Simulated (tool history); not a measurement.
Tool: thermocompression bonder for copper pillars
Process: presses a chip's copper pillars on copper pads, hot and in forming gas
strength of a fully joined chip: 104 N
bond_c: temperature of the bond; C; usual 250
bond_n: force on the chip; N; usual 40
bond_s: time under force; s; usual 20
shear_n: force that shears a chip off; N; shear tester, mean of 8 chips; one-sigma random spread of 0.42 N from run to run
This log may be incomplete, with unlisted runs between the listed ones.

Run 1, hour 0.0: usual settings. Result: shear_n 72.5 N.
Run 2, hour 17.0: usual settings. Result: shear_n 72.5 N.
Run 3, hour 27.3: usual settings. Result: shear_n 72.6 N.
Run 4, hour 43.0: usual settings. Result: shear_n 72.3 N.
Run 5, hour 56.6: usual settings. Result: shear_n 71.9 N.
Run 6, hour 64.3: usual settings. Result: shear_n 72.1 N.
Run 7, hour 80.5: usual settings. Result: shear_n 72.6 N.
Run 8, hour 93.8: usual settings. Result: shear_n 71.2 N.
Run 9, hour 107.4: usual settings. Result: shear_n 71.0 N.
At hour 118.0: forming gas filter changed.
Run 10, hour 118.0: usual settings. Result: shear_n 72.3 N.
Run 11, hour 129.8: usual settings but bond_s 10 s. Result: shear_n 58.6 N.
Run 12, hour 144.5: usual settings but bond_s 10 s. Result: shear_n 58.7 N.
Run 13, hour 152.1: usual settings but bond_s 10 s. Result: shear_n 59.2 N.
Run 14, hour 164.1: usual settings but bond_s 10 s. Result: shear_n 59.0 N.
Run 15, hour 172.0: usual settings but bond_s 10 s. Result: shear_n 58.5 N.
Run 16, hour 188.4: usual settings. Result: shear_n 71.3 N.
Run 17, hour 206.4: usual settings but bond_c 260 C, bond_n 51 N, bond_s 37 s. Result: shear_n 95.2 N.
Run 18, hour 222.5: usual settings but bond_c 260 C, bond_n 51 N, bond_s 37 s. Result: shear_n 94.3 N.
Run 19, hour 239.1: usual settings but bond_c 222 C, bond_s 25 s. Result: shear_n 53.7 N.
Run 20, hour 250.7: usual settings but bond_c 222 C, bond_s 25 s. Result: shear_n 53.8 N.
Run 21, hour 268.0: usual settings but bond_c 222 C, bond_n 56 N, bond_s 53 s. Result: shear_n 81.7 N.

Forecast run 22:
Run 22, hour 280.6: usual settings but bond_c 234 C, bond_n 50 N, bond_s 18 s. Result: shear_n ?.

shear_n: 67.7 N
Without the tool's hidden state the same run would have given shear_n 69.9 N.

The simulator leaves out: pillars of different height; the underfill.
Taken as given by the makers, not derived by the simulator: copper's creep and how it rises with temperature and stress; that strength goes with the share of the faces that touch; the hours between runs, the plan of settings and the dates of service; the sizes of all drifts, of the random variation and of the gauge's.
